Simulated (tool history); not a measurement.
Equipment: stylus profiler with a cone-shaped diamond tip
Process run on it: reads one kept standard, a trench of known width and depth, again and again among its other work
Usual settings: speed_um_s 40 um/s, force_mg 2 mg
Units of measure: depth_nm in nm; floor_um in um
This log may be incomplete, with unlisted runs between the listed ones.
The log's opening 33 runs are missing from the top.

run 34 hour=440.9 | speed_um_s=63 force_mg=0.95 | depth_nm=100.47 floor_um=47.48
run 35 hour=454.8 | speed_um_s=17 force_mg=4.18 | depth_nm=101.16 floor_um=47.73
run 36 hour=465.8 | speed_um_s=14 force_mg=2 | depth_nm=100.6 floor_um=47.66
run 37 hour=483.4 | speed_um_s=32 force_mg=3.44 | depth_nm=101.07 floor_um=47.61
run 38 hour=498 | speed_um_s=32 force_mg=3.44 | depth_nm=101.15 floor_um=47.61
run 39 hour=516.5 | speed_um_s=29 force_mg=3.29 | depth_nm=100.99 floor_um=47.63
run 40 hour=530.1 | speed_um_s=29 force_mg=3.29 | depth_nm=101.04 floor_um=47.66
run 41 hour=545.4 | speed_um_s=66 force_mg=3.29 | depth_nm=101.02 floor_um=47.52
run 42 hour=557.4 | speed_um_s=26 force_mg=5.52 | depth_nm=101.39 floor_um=47.64
run 43 hour=568.9 | speed_um_s=26 force_mg=0.73 | depth_nm=100.46 floor_um=47.48
run 44 hour=584.7 | speed_um_s=77 force_mg=2.37 | depth_nm=100.8 floor_um=47.5
run 45 hour=596.9 | speed_um_s=72 force_mg=2.37 | depth_nm=100.83 floor_um=47.53

Branching from run 45: 5 alternative next runs. What would each branch give?
run A hour=605.4 | speed_um_s=17 force_mg=2.37 | depth_nm=? floor_um=?
run B hour=605.4 | speed_um_s=85 force_mg=0.68 | depth_nm=? floor_um=?
run C hour=605.4 | speed_um_s=106 force_mg=4.36 | depth_nm=? floor_um=?
run D hour=605.4 | speed_um_s=19 force_mg=1.02 | depth_nm=? floor_um=?
run E hour=605.4 | speed_um_s=40 force_mg=2.39 | depth_nm=? floor_um=?

run=A depth_nm=100.77 floor_um=47.67
run=B depth_nm=100.34 floor_um=47.2
run=C depth_nm=101.2 floor_um=47.4
run=D depth_nm=100.49 floor_um=47.62
run=E depth_nm=100.82 floor_um=47.57
With the hidden condition removed and each run's random variation left untouched, the same runs would have given:
run=A depth_nm=100.78 floor_um=48
run=B depth_nm=100.35 floor_um=47.53
run=C depth_nm=101.21 floor_um=47.73
run=D depth_nm=100.5 floor_um=47.95
run=E depth_nm=100.83 floor_um=47.9

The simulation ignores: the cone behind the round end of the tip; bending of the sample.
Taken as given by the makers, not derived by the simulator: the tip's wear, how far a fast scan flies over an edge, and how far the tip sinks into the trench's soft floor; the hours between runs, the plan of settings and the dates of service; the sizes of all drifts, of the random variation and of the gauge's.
